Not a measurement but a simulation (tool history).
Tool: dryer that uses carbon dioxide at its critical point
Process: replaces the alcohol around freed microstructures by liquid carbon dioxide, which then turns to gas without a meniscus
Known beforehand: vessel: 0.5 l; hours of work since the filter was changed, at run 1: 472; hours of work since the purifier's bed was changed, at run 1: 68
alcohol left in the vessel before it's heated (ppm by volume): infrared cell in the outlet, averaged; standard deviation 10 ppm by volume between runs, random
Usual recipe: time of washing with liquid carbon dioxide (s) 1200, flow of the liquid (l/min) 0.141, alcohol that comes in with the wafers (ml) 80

run	hour	time of washing with liquid carbon dioxide (s)	flow of the liquid (l/min)	alcohol that comes in with the wafers (ml)	hours of work since the filter was changed	hours of work since the purifier's bed was changed	alcohol left in the vessel before it's heated (ppm by volume)
1	0.0	1200	0.141	80	472	68	1377
2	21.6	1200	0.164	80	485	81	612
# hour 24.9: inlet filter changed
3	48.1	1200	0.164	80	14	97	255
4	73.3	1200	0.164	80	29	112	275
5	118.2	1200	0.141	77	56	139	681
6	152.5	1200	0.141	77	76	159	696
7	183.1	1200	0.141	80	95	177	741
8	226.5	1200	0.141	80	121	203	796
9	262.2	1200	0.141	80	142	225	820
10	303.4	1200	0.141	80	167	249	857
11	333.6	1200	0.141	80	185	267	910
12	361.5	1200	0.209	80	201	284	124
13	405.3	1200	0.209	80	228	310	133
14	432.5	1200	0.141	80	244	327	998
15	465.0	1200	0.141	80	263	346	1003
16	486.1	1200	0.141	80	276	359	1042
17	514.4	1200	0.141	80	293	376	1135
18	553.5	1080	0.141	80	316	399	1839
19	575.2	1200	0.141	80	329	412	1168
20	615.1	1200	0.102	80	353	436	4918
21	635.9	1200	0.141	80	365	448	1256
22	676.5	1200	0.141	80	390	473	1324
23	703.5	1200	0.141	80	406	489	1362
24	733.0	1200	0.094	80	424	506	6944
25	753.1	1080	0.099	75	436	518	7937
26	790.0	1560	0.091	21	458	540	947
27	811.0	1560	0.091	21	470	553	1007
# hour 840.1: inlet filter changed
28	850.3	1560	0.111	73	6	576	650
29	889.8	1020	0.092	80	30	600	8116
30	917.5	1020	0.092	80	46	616	8223
31	941.4	1740	0.199	114	61	630	150
32	975.9	1740	0.199	114	81	651	164
33	1023.0	1740	0.199	114	109	679	160
34	1056.9	1740	0.199	114	130	699	168
35	1077.4	1680	0.115	64	142	712	472
# hour 1087.7: purifier's bed changed
36	1116.6	780	0.117	104	164	17	12560
37	1165.9	780	0.117	104	193	47	12720
38	1201.9	780	0.117	104	215	68	12868
39	1230.8	780	0.117	104	232	86	13187
40	1256.5	780	0.117	104	247	101	13562
41	1290.1	1260	0.140	115	267	121	1177
42	1330.1	1200	0.178	47	291	145	182
43	1362.4	1200	0.093	80	311	164	6458
44	1405.3	1200	0.185	47	336	190	172

Consider 3 possible next runs. They are alternatives, not a sequence: every one starts from the tool as it was left by run 44. What does each give?
A	1425.8	1200	0.234	47	349	202	?
B	1425.8	1200	0.124	45	349	202	?
C	1425.8	960	0.127	80	349	202	?

run	alcohol left in the vessel before it's heated (ppm by volume)
A	65
B	1263
C	4663
Without the tool's unlogged condition, the same runs would have read:
run	alcohol left in the vessel before it's heated (ppm by volume)
A	7
B	697
C	2914

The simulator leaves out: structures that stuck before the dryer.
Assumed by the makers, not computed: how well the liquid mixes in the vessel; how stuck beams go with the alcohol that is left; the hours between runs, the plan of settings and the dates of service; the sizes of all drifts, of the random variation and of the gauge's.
